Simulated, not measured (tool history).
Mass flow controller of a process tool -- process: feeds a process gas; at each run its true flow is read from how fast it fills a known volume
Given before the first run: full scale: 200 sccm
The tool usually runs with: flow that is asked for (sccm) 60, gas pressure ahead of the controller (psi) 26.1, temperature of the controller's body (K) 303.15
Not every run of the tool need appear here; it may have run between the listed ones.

| run | hour | flow that is asked for (sccm) | gas pressure ahead of the controller (psi) | temperature of the controller's body (K) | true flow (%) |
|---|---|---|---|---|---|
| 1 | 0 | 60 | 26.1 | 303.15 | 93.47 |
| 2 | 55.7 | 60 | 26.1 | 303.15 | 93.41 |
| 3 | 119.5 | 60 | 26.1 | 303.15 | 93.46 |
| 4 | 196.3 | 60 | 26.1 | 303.15 | 93.37 |
| 5 | 235.3 | 60 | 25.7 | 303.15 | 93.31 |
|  | 240 | controller's zero set anew |
| 6 | 282 | 60 | 25.7 | 303.15 | 92.35 |
| 7 | 340.4 | 60 | 26.1 | 304.15 | 92.26 |
| 8 | 394.3 | 60 | 26.1 | 304.15 | 92.21 |
| 9 | 454.5 | 60 | 26.1 | 297.15 | 91.88 |
|  | 479 | controller's zero set anew, once more |
| 10 | 489.4 | 83 | 32.8 | 301.15 | 95.71 |
| 11 | 564.3 | 83 | 32.8 | 301.15 | 95.66 |
| 12 | 635.9 | 60 | 37.4 | 307.15 | 95.55 |
| 13 | 678 | 21 | 23.8 | 293.15 | 95.14 |
| 14 | 744.5 | 160 | 25.4 | 313.15 | 96.6 |
| 15 | 810.6 | 160 | 25.4 | 313.15 | 96.48 |

Forecast each of these 4 alternatives for the next run:
| A | 890.2 | 91 | 25.4 | 313.15 | ? |
| B | 890.2 | 60 | 29.4 | 296.15 | ? |
| C | 890.2 | 48 | 29 | 313.15 | ? |
| D | 890.2 | 151 | 25.4 | 313.15 | ? |

| run | true flow (%) |
|---|---|
| A | 96.4 |
| B | 95.12 |
| C | 96.05 |
| D | 96.39 |
Take away the tool's hidden state, keep each run's random variation, and the runs would have read:
| run | true flow (%) |
|---|---|
| A | 100.83 |
| B | 99.6 |
| C | 100.58 |
| D | 100.78 |
